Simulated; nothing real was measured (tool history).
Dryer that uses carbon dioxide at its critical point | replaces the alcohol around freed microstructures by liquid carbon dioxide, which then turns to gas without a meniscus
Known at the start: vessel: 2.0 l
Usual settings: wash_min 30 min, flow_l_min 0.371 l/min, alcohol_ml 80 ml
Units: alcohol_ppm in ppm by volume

{"run": 1, "hour": 0.0, "wash_min": 30, "flow_l_min": 0.371, "alcohol_ml": 80, "alcohol_ppm": 994}
{"run": 2, "hour": 26.8, "wash_min": 30, "flow_l_min": 0.371, "alcohol_ml": 80, "alcohol_ppm": 962}
{"run": 3, "hour": 54.6, "wash_min": 46, "flow_l_min": 0.371, "alcohol_ml": 80, "alcohol_ppm": 201}
{"run": 4, "hour": 83.8, "wash_min": 46, "flow_l_min": 0.371, "alcohol_ml": 80, "alcohol_ppm": 198}
{"run": 5, "hour": 110.4, "wash_min": 46, "flow_l_min": 0.371, "alcohol_ml": 80, "alcohol_ppm": 222}
{"run": 6, "hour": 133.5, "wash_min": 30, "flow_l_min": 0.371, "alcohol_ml": 80, "alcohol_ppm": 1067}
{"run": 7, "hour": 146.2, "wash_min": 30, "flow_l_min": 0.371, "alcohol_ml": 80, "alcohol_ppm": 1036}
{"run": 8, "hour": 168.1, "wash_min": 27, "flow_l_min": 0.371, "alcohol_ml": 80, "alcohol_ppm": 1546}
{"run": 9, "hour": 197.8, "wash_min": 22, "flow_l_min": 0.604, "alcohol_ml": 80, "alcohol_ppm": 560}
{"run": 10, "hour": 226.9, "wash_min": 22, "flow_l_min": 0.296, "alcohol_ml": 80, "alcohol_ppm": 4771}
{"run": 11, "hour": 256.2, "wash_min": 20, "flow_l_min": 0.275, "alcohol_ml": 50, "alcohol_ppm": 4216}
{"run": 12, "hour": 283.6, "wash_min": 43, "flow_l_min": 0.267, "alcohol_ml": 24, "alcohol_ppm": 403}
{"run": 13, "hour": 301.5, "wash_min": 27, "flow_l_min": 0.251, "alcohol_ml": 56, "alcohol_ppm": 3179}
{"run": 14, "hour": 324.2, "wash_min": 27, "flow_l_min": 0.251, "alcohol_ml": 56, "alcohol_ppm": 3241}
{"run": 15, "hour": 348.8, "wash_min": 19, "flow_l_min": 0.371, "alcohol_ml": 20, "alcohol_ppm": 1126}
{"run": 16, "hour": 370.1, "wash_min": 46, "flow_l_min": 0.371, "alcohol_ml": 44, "alcohol_ppm": 195}

Forecast each of these 3 alternatives for the next run:
{"hour": 377.7, "done": "purifier's bed changed"}
{"run": "A", "hour": 393.2, "wash_min": 22, "flow_l_min": 0.361, "alcohol_ml": 20, "alcohol_ppm": "?"}
{"hour": 377.7, "done": "purifier's bed changed"}
{"run": "B", "hour": 393.2, "wash_min": 30, "flow_l_min": 0.36, "alcohol_ml": 80, "alcohol_ppm": "?"}
{"hour": 377.7, "done": "purifier's bed changed"}
{"run": "C", "hour": 393.2, "wash_min": 46, "flow_l_min": 0.601, "alcohol_ml": 44, "alcohol_ppm": "?"}

run=A alcohol_ppm=790
run=B alcohol_ppm=1252
run=C alcohol_ppm=11
Without the tool's hidden state the same runs would have given:
run=A alcohol_ppm=518
run=B alcohol_ppm=704
run=C alcohol_ppm=7
